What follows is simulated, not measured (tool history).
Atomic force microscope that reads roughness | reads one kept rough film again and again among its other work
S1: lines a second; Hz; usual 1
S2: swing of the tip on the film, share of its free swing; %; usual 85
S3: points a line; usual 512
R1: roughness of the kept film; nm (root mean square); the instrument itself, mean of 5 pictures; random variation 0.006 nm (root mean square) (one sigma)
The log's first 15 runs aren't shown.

-- hour=513.2 new tip fitted
run 16 hour=524.1 | S1=1 S2=85 S3=264 | R1=1.102
run 17 hour=552.6 | S1=1 S2=85 S3=380 | R1=1.103
run 18 hour=582.4 | S1=3.47 S2=85 S3=346 | R1=0.893
run 19 hour=618.1 | S1=0.55 S2=58 S3=775 | R1=1.23
run 20 hour=667 | S1=0.55 S2=88 S3=775 | R1=1.159
run 21 hour=713.6 | S1=0.81 S2=85 S3=278 | R1=1.116
-- hour=717.5 new tip fitted
run 22 hour=749.5 | S1=1.44 S2=85 S3=278 | R1=1.044
run 23 hour=782.1 | S1=1.23 S2=85 S3=301 | R1=1.068
run 24 hour=814.4 | S1=1.23 S2=85 S3=301 | R1=1.075
run 25 hour=847.6 | S1=0.74 S2=63 S3=512 | R1=1.2
run 26 hour=891.2 | S1=1.7 S2=64 S3=638 | R1=1.156
-- hour=921 new tip fitted
run 27 hour=924.2 | S1=1.63 S2=56 S3=257 | R1=1.172
run 28 hour=966.1 | S1=1.63 S2=56 S3=257 | R1=1.178
run 29 hour=1005 | S1=3.63 S2=84 S3=409 | R1=0.897
run 30 hour=1039.2 | S1=3.63 S2=84 S3=409 | R1=0.888

5 ways to go on from here, each from the tool as it stands after run 30. What would each give?
run A hour=1085.3 | S1=1.13 S2=73 S3=795 | R1=?
run B hour=1085.3 | S1=0.81 S2=81 S3=458 | R1=?
run C hour=1085.3 | S1=3.63 S2=84 S3=968 | R1=?
run D hour=1085.3 | S1=3.63 S2=82 S3=409 | R1=?
run E hour=1085.3 | S1=1.13 S2=77 S3=652 | R1=?

run=A R1=1.15
run=B R1=1.147
run=C R1=0.892
run=D R1=0.913
run=E R1=1.139
Without the tool's hidden state the same runs would have given:
run=A R1=1.153
run=B R1=1.15
run=C R1=0.894
run=D R1=0.915
run=E R1=1.142

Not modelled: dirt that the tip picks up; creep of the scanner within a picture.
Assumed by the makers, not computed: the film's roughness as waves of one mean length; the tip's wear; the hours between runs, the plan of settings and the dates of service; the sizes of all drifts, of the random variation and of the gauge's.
